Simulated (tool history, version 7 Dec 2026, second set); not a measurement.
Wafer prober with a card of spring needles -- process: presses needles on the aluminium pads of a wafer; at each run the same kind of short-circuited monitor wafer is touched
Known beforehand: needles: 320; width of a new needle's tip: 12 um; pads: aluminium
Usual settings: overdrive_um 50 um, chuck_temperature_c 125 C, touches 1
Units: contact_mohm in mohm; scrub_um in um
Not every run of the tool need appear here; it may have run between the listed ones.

run 1 hour=0 | overdrive_um=50 chuck_temperature_c=125 touches=1 | contact_mohm=351 scrub_um=9.86
run 2 hour=6.7 | overdrive_um=50 chuck_temperature_c=125 touches=1 | contact_mohm=361 scrub_um=9.9
run 3 hour=12.1 | overdrive_um=50 chuck_temperature_c=125 touches=1 | contact_mohm=367 scrub_um=9.88
-- hour=14.9 tips cleaned on abrasive film
run 4 hour=22.6 | overdrive_um=50 chuck_temperature_c=125 touches=1 | contact_mohm=400 scrub_um=9.86
run 5 hour=29.3 | overdrive_um=50 chuck_temperature_c=125 touches=1 | contact_mohm=393 scrub_um=9.86
run 6 hour=36.6 | overdrive_um=50 chuck_temperature_c=125 touches=1 | contact_mohm=392 scrub_um=9.89
run 7 hour=45.7 | overdrive_um=50 chuck_temperature_c=125 touches=1 | contact_mohm=394 scrub_um=9.86
-- hour=48.5 tips cleaned on abrasive film
run 8 hour=50.4 | overdrive_um=50 chuck_temperature_c=108 touches=1 | contact_mohm=297 scrub_um=9.81
run 9 hour=54.8 | overdrive_um=50 chuck_temperature_c=125 touches=1 | contact_mohm=312 scrub_um=9.82
run 10 hour=61.9 | overdrive_um=50 chuck_temperature_c=60 touches=1 | contact_mohm=328 scrub_um=9.82
run 11 hour=67 | overdrive_um=50 chuck_temperature_c=60 touches=1 | contact_mohm=343 scrub_um=9.84
run 12 hour=73.9 | overdrive_um=50 chuck_temperature_c=125 touches=1 | contact_mohm=361 scrub_um=9.86
-- hour=75.9 tips cleaned on abrasive film, once more
run 13 hour=81.8 | overdrive_um=50 chuck_temperature_c=125 touches=2 | contact_mohm=299 scrub_um=9.82
run 14 hour=88.1 | overdrive_um=68 chuck_temperature_c=26 touches=1 | contact_mohm=288 scrub_um=13.36
run 15 hour=97.6 | overdrive_um=54 chuck_temperature_c=35 touches=3 | contact_mohm=277 scrub_um=10.62
run 16 hour=103 | overdrive_um=36 chuck_temperature_c=64 touches=2 | contact_mohm=374 scrub_um=7.01
-- hour=109.8 tips cleaned on abrasive film
run 17 hour=112.5 | overdrive_um=50 chuck_temperature_c=33 touches=1 | contact_mohm=277 scrub_um=9.76
run 18 hour=122.4 | overdrive_um=50 chuck_temperature_c=33 touches=1 | contact_mohm=321 scrub_um=9.77
run 19 hour=132 | overdrive_um=37 chuck_temperature_c=33 touches=2 | contact_mohm=351 scrub_um=7.2
run 20 hour=138.9 | overdrive_um=37 chuck_temperature_c=33 touches=2 | contact_mohm=370 scrub_um=7.19
-- hour=143.6 tips cleaned on abrasive film
run 21 hour=145.4 | overdrive_um=50 chuck_temperature_c=106 touches=2 | contact_mohm=287 scrub_um=9.75
run 22 hour=151 | overdrive_um=43 chuck_temperature_c=32 touches=2 | contact_mohm=291 scrub_um=8.37

What does the tool deliver on the next run?
run 23 hour=159 | overdrive_um=32 chuck_temperature_c=103 touches=2 | contact_mohm=? scrub_um=?

{"run 23": {"contact_mohm": 379, "scrub_um": 6.19}}
The same run, on a tool lacking any hidden state, would have yielded contact_mohm 279 mohm, scrub_um 6.39 um.
